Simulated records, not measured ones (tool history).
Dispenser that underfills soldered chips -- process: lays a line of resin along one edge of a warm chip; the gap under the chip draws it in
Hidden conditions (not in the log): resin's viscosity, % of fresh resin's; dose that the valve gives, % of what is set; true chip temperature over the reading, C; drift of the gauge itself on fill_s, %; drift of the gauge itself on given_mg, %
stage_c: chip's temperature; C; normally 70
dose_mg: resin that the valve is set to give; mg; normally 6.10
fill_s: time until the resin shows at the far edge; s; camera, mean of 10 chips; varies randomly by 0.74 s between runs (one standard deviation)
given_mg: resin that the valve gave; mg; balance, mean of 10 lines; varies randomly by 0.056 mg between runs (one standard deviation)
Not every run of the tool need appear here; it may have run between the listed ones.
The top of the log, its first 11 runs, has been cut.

| run | hour | stage_c | dose_mg | hours of work since the syringe was changed | hours of work since the valve was cleaned | hours of work since the stage was calibrated | fill_s | given_mg |
|---|---|---|---|---|---|---|---|---|
| 12 | 39.4 | 70 | 6.10 | 5 | 95 | 148 | 110.9 | 5.64 |
|  | 43.0 | new syringe of resin |
| 13 | 43.0 | 70 | 6.10 | 0 | 97 | 150 | 66.9 | 5.65 |
| 14 | 45.2 | 70 | 6.10 | 2 | 99 | 152 | 81.2 | 5.71 |
| 15 | 49.8 | 70 | 6.72 | 5 | 102 | 156 | 106.5 | 6.22 |
| 16 | 51.8 | 70 | 6.10 | 7 | 104 | 157 | 124.9 | 5.63 |
|  | 53.8 | new syringe of resin |
| 17 | 54.2 | 70 | 6.10 | 0 | 105 | 159 | 71.2 | 5.63 |
| 18 | 59.0 | 70 | 6.10 | 4 | 109 | 162 | 100.1 | 5.65 |
| 19 | 61.8 | 70 | 6.10 | 6 | 111 | 164 | 119.0 | 5.60 |
|  | 64.7 | new syringe of resin |
| 20 | 65.8 | 70 | 5.98 | 1 | 114 | 167 | 75.1 | 5.56 |
| 21 | 68.1 | 70 | 6.60 | 3 | 116 | 169 | 86.0 | 6.03 |
| 22 | 70.9 | 70 | 5.22 | 5 | 118 | 171 | 108.5 | 4.84 |
| 23 | 74.5 | 70 | 7.60 | 7 | 121 | 174 | 133.0 | 6.98 |
|  | 75.6 | new syringe of resin |
| 24 | 78.3 | 57 | 7.57 | 2 | 123 | 177 | 128.0 | 6.88 |
|  | 83.1 | dispensing valve cleaned and set on the balance |
| 25 | 83.7 | 69 | 7.75 | 5 | 1 | 180 | 116.4 | 7.78 |
| 26 | 85.7 | 69 | 7.75 | 7 | 2 | 181 | 130.1 | 7.74 |
|  | 87.3 | new syringe of resin |
| 27 | 88.5 | 69 | 7.75 | 1 | 4 | 183 | 75.6 | 7.66 |
| 28 | 92.9 | 68 | 7.29 | 4 | 7 | 187 | 106.6 | 7.29 |
| 29 | 96.5 | 61 | 7.23 | 7 | 10 | 189 | 173.0 | 7.18 |
|  | 98.1 | new syringe of resin |
| 30 | 101.3 | 66 | 7.19 | 2 | 13 | 193 | 96.2 | 7.07 |
| 31 | 105.9 | 66 | 7.19 | 6 | 17 | 196 | 131.1 | 7.12 |
|  | 108.9 | new syringe of resin |
| 32 | 109.5 | 65 | 6.86 | 0 | 19 | 199 | 82.7 | 6.73 |
| 33 | 114.2 | 65 | 6.86 | 4 | 23 | 202 | 115.2 | 6.72 |
| 34 | 118.7 | 78 | 6.35 | 8 | 26 | 206 | 105.1 | 6.22 |
|  | 119.7 | new syringe of resin |
| 35 | 121.9 | 73 | 6.83 | 2 | 29 | 208 | 75.1 | 6.64 |

Branching from run 35: 5 alternative next runs. What would each branch give?
| A | 124.9 | 70 | 5.24 | 4 | 31 | 210 | ? | ? |
| B | 124.9 | 62 | 7.44 | 4 | 31 | 210 | ? | ? |
| C | 124.9 | 59 | 5.42 | 4 | 31 | 210 | ? | ? |
| D | 124.9 | 72 | 7.09 | 4 | 31 | 210 | ? | ? |
| E | 124.9 | 80 | 7.02 | 4 | 31 | 210 | ? | ? |

| run | fill_s | given_mg |
|---|---|---|
| A | 104.4 | 5.30 |
| B | 129.9 | 7.30 |
| C | 146.2 | 5.34 |
| D | 92.3 | 6.88 |
| E | 73.2 | 6.84 |
With no hidden state in the tool, these same runs would have given:
| run | fill_s | given_mg |
|---|---|---|
| A | 69.9 | 5.42 |
| B | 87.5 | 7.47 |
| C | 97.9 | 5.46 |
| D | 62.1 | 7.03 |
| E | 49.3 | 7.00 |
